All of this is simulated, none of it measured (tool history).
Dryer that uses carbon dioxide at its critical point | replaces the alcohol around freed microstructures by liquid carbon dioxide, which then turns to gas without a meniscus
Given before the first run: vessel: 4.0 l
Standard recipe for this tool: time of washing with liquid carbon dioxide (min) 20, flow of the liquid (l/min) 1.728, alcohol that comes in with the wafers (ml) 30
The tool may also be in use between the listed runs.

| run | hour | time of washing with liquid carbon dioxide (min) | flow of the liquid (l/min) | alcohol that comes in with the wafers (ml) | alcohol left in the vessel before it's heated (ppm by volume) |
|---|---|---|---|---|---|
| 1 | 0 | 20 | 1.728 | 30 | 188 |
| 2 | 41 | 20 | 1.728 | 30 | 195 |
| 3 | 65.2 | 20 | 1.728 | 30 | 206 |
| 4 | 96.1 | 20 | 1.728 | 21 | 207 |
| 5 | 135.7 | 20 | 1.728 | 21 | 208 |
|  | 159.8 | inlet filter changed |
| 6 | 166.2 | 20 | 1.728 | 44 | 213 |
| 7 | 210.9 | 20 | 1.728 | 44 | 220 |
| 8 | 248.3 | 20 | 1.728 | 44 | 220 |
| 9 | 284.2 | 20 | 1.728 | 76 | 232 |
| 10 | 304.5 | 20 | 1.728 | 76 | 248 |
| 11 | 343.2 | 16 | 1.41 | 62 | 343 |
| 12 | 379.2 | 15 | 2.59 | 24 | 223 |
| 13 | 416.4 | 14 | 1.728 | 55 | 306 |
| 14 | 450.3 | 26 | 1.66 | 72 | 236 |
| 15 | 492.1 | 26 | 1.66 | 72 | 242 |
| 16 | 512.2 | 26 | 2.48 | 26 | 251 |
| 17 | 548 | 26 | 2.48 | 26 | 254 |
|  | 586.7 | inlet filter changed |
| 18 | 594.5 | 29 | 1.728 | 30 | 243 |
| 19 | 618.8 | 27 | 1.728 | 30 | 255 |
| 20 | 651.2 | 27 | 1.728 | 30 | 254 |

Here are 3 independent what-if runs from the current tool condition. What would each one return?
| A | 672.9 | 27 | 1.15 | 30 | ? |
| B | 672.9 | 29 | 2.62 | 73 | ? |
| C | 672.9 | 20 | 1.21 | 30 | ? |

| run | alcohol left in the vessel before it's heated (ppm by volume) |
|---|---|
| A | 267 |
| B | 251 |
| C | 298 |
Take away the tool's hidden state, keep each run's random variation, and the runs would have read:
| run | alcohol left in the vessel before it's heated (ppm by volume) |
|---|---|
| A | 14 |
| B | 0 |
| C | 41 |
